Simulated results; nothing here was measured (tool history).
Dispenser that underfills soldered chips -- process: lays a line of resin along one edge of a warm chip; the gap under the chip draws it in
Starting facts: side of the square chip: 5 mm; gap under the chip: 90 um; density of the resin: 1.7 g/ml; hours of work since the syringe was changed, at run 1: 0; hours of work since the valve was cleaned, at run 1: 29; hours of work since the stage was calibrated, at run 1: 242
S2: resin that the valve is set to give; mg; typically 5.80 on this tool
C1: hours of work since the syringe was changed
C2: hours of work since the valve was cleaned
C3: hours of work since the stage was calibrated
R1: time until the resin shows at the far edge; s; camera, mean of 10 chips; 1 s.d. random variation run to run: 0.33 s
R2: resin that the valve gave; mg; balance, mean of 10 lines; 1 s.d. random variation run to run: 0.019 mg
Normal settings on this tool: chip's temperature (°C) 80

Run 1, day 0.000: usual settings; C1 0; C2 29; C3 242. Result: R1 15.0 s, R2 5.73 mg.
Run 2, day 0.258: usual settings but chip's temperature (°C) 82; C1 5; C2 33; C3 247. Result: R1 20.4 s, R2 5.72 mg.
At day 0.317: new syringe of resin.
Run 3, day 0.617: usual settings but chip's temperature (°C) 82; C1 5; C2 39; C3 253. Result: R1 22.6 s, R2 5.73 mg.
At day 0.654: new syringe of resin.
Run 4, day 0.925: usual settings but S2 6.73 mg; C1 5; C2 45; C3 258. Result: R1 22.3 s, R2 6.61 mg.
At day 0.983: new syringe of resin.
Run 5, day 1.079: usual settings but S2 6.73 mg; C1 2; C2 47; C3 261. Result: R1 17.2 s, R2 6.62 mg.
Run 6, day 1.229: usual settings; C1 4; C2 50; C3 263. Result: R1 22.5 s, R2 5.69 mg.
At day 1.312: new syringe of resin.
Run 7, day 1.517: usual settings; C1 4; C2 55; C3 268. Result: R1 20.4 s, R2 5.67 mg.
At day 1.638: new syringe of resin.
Run 8, day 1.808: usual settings; C1 3; C2 60; C3 273. Result: R1 19.5 s, R2 5.67 mg.
At day 1.975: new syringe of resin.
Run 9, day 2.054: usual settings; C1 1; C2 64; C3 277. Result: R1 16.6 s, R2 5.66 mg.
At day 2.296: new syringe of resin.
Run 10, day 2.371: usual settings but S2 5.75 mg; C1 1; C2 69; C3 283. Result: R1 16.6 s, R2 5.56 mg.
Run 11, day 2.512: usual settings but S2 7.13 mg; C1 4; C2 72; C3 285. Result: R1 20.3 s, R2 6.95 mg.
At day 2.612: new syringe of resin.
At day 2.742: dispensing valve cleaned and set on the balance.
Run 12, day 2.792: usual settings but S2 7.13 mg; C1 2; C2 1; C3 289. Result: R1 18.3 s, R2 7.11 mg.
At day 2.975: new syringe of resin.
Run 13, day 3.012: usual settings; C1 1; C2 5; C3 293. Result: R1 16.2 s, R2 5.78 mg.
At day 3.308: new syringe of resin.
Run 14, day 3.354: usual settings; C1 1; C2 10; C3 299. Result: R1 16.5 s, R2 5.79 mg.
At day 3.629: new syringe of resin.
Run 15, day 3.642: usual settings; C1 0; C2 15; C3 304. Result: R1 15.5 s, R2 5.74 mg.
At day 3.967: new syringe of resin.
Run 16, day 3.988: usual settings but chip's temperature (°C) 91; C1 0; C2 21; C3 310. Result: R1 10.9 s, R2 5.77 mg.
Run 17, day 4.217: usual settings; C1 4; C2 25; C3 314. Result: R1 21.3 s, R2 5.75 mg.
At day 4.283: new syringe of resin.
Run 18, day 4.546: usual settings; C1 5; C2 31; C3 319. Result: R1 21.8 s, R2 5.70 mg.
At day 4.617: new syringe of resin.
Run 19, day 4.704: usual settings; C1 2; C2 34; C3 322. Result: R1 17.4 s, R2 5.71 mg.
At day 4.938: new syringe of resin.
Run 20, day 4.971: usual settings but chip's temperature (°C) 75, S2 6.44 mg; C1 1; C2 38; C3 326. Result: R1 18.8 s, R2 6.34 mg.
Run 21, day 5.162: usual settings but chip's temperature (°C) 78, S2 5.00 mg; C1 4; C2 42; C3 330. Result: R1 23.4 s, R2 4.92 mg.
At day 5.271: new syringe of resin.
Run 22, day 5.354: usual settings but chip's temperature (°C) 94, S2 5.96 mg; C1 1; C2 45; C3 333. Result: R1 12.0 s, R2 5.83 mg.
Run 23, day 5.529: usual settings but chip's temperature (°C) 94, S2 5.96 mg; C1 5; C2 48; C3 336. Result: R1 14.3 s, R2 5.84 mg.
At day 5.600: new syringe of resin.
Run 24, day 5.838: usual settings but chip's temperature (°C) 67, S2 4.98 mg; C1 4; C2 53; C3 342. Result: R1 33.0 s, R2 4.87 mg.
At day 5.921: new syringe of resin.
Run 25, day 6.000: usual settings but chip's temperature (°C) 79, S2 6.56 mg; C1 1; C2 56; C3 344. Result: R1 17.2 s, R2 6.44 mg.
Run 26, day 6.175: usual settings but chip's temperature (°C) 79, S2 6.56 mg; C1 5; C2 59; C3 347. Result: R1 22.8 s, R2 6.39 mg.
At day 6.246: new syringe of resin.
Run 27, day 6.488: usual settings but chip's temperature (°C) 79, S2 6.56 mg; C1 4; C2 64; C3 353. Result: R1 21.1 s, R2 6.39 mg.
At day 6.562: new syringe of resin.
Run 28, day 6.688: usual settings but chip's temperature (°C) 79, S2 6.56 mg; C1 2; C2 68; C3 356. Result: R1 18.5 s, R2 6.36 mg.
At day 6.879: new syringe of resin.
Run 29, day 6.954: usual settings but chip's temperature (°C) 94, S2 5.36 mg; C1 1; C2 72; C3 360. Result: R1 11.9 s, R2 5.18 mg.
At day 7.146: dispensing valve cleaned and set on the balance.
At day 7.262: new syringe of resin.
Run 30, day 7.292: usual settings but S2 6.63 mg; C1 1; C2 2; C3 366. Result: R1 15.9 s, R2 6.58 mg.
Run 31, day 7.471: usual settings but S2 6.63 mg; C1 4; C2 6; C3 369. Result: R1 20.7 s, R2 6.60 mg.
At day 7.583: new syringe of resin.
Run 32, day 7.812: usual settings but chip's temperature (°C) 95, S2 6.61 mg; C1 4; C2 11; C3 375. Result: R1 13.4 s, R2 6.56 mg.
At day 7.908: new syringe of resin.
Run 33, day 8.146: usual settings but chip's temperature (°C) 82, S2 7.11 mg; C1 4; C2 17; C3 380. Result: R1 19.6 s, R2 7.04 mg.
At day 8.225: new syringe of resin.
Run 34, day 8.371: usual settings but chip's temperature (°C) 72, S2 6.99 mg; C1 3; C2 21; C3 384. Result: R1 24.0 s, R2 6.92 mg.

Each row is a separate what-if for the run after 34, all from the same tool condition, not one after another. Results?
At day 8.550: new syringe of resin.
Run A, day 8.621: usual settings but chip's temperature (°C) 77, S2 6.96 mg; C1 1; C2 25; C3 388. Result: R1 ?, R2 ?.
At day 8.550: new syringe of resin.
Run B, day 8.621: usual settings but chip's temperature (°C) 72, S2 4.91 mg; C1 1; C2 25; C3 388. Result: R1 ?, R2 ?.
At day 8.550: new syringe of resin.
Run C, day 8.621: usual settings but chip's temperature (°C) 66, S2 6.59 mg; C1 1; C2 25; C3 388. Result: R1 ?, R2 ?.

run    R1    R2
  A  18.1  6.90
  B  23.2  4.86
  C  26.2  6.52
The same runs, with their run-to-run variation unchanged, on a tool lacking any hidden condition would have given:
run    R1    R2
  A  14.8  6.99
  B  18.9  4.93
  C  21.4  6.60
